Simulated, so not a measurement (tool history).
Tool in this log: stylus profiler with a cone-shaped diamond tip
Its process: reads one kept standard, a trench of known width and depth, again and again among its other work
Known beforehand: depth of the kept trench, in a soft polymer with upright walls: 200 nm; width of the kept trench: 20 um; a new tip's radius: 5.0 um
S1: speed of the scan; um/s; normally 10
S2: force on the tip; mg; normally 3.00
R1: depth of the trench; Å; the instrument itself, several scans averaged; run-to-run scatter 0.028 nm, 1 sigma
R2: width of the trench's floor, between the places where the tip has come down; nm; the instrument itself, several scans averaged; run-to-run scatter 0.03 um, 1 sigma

run,hour,S1,S2,R1,R2
1,0.0,10,3.00,2024.9,17200
2,26.9,10,3.00,2024.4,17140
3,71.4,10,3.00,2024.8,17170
4,116.9,10,3.00,2025.3,17210
5,163.5,10,3.00,2025.1,17150
6,199.8,10,3.00,2025.3,17220
7,243.7,10,3.00,2025.9,17200
8,268.8,10,3.52,2028.5,17140
9,308.0,10,3.00,2026.0,17140
10,349.1,10,2.87,2025.2,17240

Run 11 is up next; what results do you expect?
11,394.3,10,2.87,?,?

{"run 11": {"R1": 2025.4, "R2": 17160}}
On a tool with no hidden condition, and with the same random variation, this run would have come out at R1 2024.0 Å, R2 17150 nm.

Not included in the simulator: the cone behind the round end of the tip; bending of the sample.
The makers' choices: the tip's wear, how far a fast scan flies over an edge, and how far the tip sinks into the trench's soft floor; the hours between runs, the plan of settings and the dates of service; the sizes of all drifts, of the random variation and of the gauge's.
